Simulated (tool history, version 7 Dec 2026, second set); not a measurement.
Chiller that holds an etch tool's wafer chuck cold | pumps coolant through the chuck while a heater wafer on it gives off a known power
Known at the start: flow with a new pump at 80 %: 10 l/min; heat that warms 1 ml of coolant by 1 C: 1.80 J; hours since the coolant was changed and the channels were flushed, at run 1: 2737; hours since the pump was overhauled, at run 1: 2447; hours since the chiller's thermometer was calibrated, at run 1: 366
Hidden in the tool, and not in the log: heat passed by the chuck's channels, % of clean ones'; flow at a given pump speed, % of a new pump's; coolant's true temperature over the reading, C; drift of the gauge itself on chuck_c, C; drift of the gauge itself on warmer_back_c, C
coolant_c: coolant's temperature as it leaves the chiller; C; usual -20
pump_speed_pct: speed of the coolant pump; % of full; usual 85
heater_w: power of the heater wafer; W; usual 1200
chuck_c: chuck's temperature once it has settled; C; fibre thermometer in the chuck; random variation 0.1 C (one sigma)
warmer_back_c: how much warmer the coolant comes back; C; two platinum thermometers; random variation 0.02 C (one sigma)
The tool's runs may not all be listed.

run,hour,coolant_c,pump_speed_pct,heater_w,hours since the coolant was changed and the channels were flushed,hours since the pump was overhauled,hours since the chiller's thermometer was calibrated,chuck_c,warmer_back_c
1,0.0,-20,85,1200,2737,2447,366,-4.9,3.81
2,205.7,-19,85,1200,2942,2653,572,-3.8,3.86
3,358.5,-20,85,1200,3095,2805,725,-4.8,3.83
4,565.3,-20,85,797,3302,3012,931,-9.7,2.53
5,699.9,-20,85,1200,3437,3147,1066,-4.6,3.83
6,806.1,-20,85,1200,3543,3253,1172,-4.4,3.82
7,916.9,-20,85,1200,3654,3364,1283,-4.5,3.82
8,1046.0,-28,85,1200,3783,3493,1412,-12.4,3.88
9,1206.7,-28,85,1200,3943,3654,1573,-12.3,3.83
10,1423.5,-28,85,1200,4160,3870,1790,-12.2,3.85
11,1621.6,-20,64,1540,4358,4068,1988,4.6,6.84
12,1725.2,-26,99,1540,4462,4172,2091,-7.4,4.24
# hour 1754.9: coolant changed, channels flushed
13,1845.3,-26,99,1540,90,4286,2205,-9.1,4.22
14,1994.7,-11,73,1672,240,4436,2355,11.9,6.36
15,2162.2,-11,73,1672,407,4603,2522,11.7,6.41
16,2356.0,-11,73,958,601,4797,2716,2.3,3.69

The next listed run, before its measurement:
# hour 2447.0: chiller's thermometer calibrated
17,2532.9,-15,85,784,777,4973,86,?,?

chuck_c: -5.4 C
warmer_back_c: 2.55 C
Without the tool's hidden state the same run would have given chuck_c -5.9 C, warmer_back_c 2.43 C.
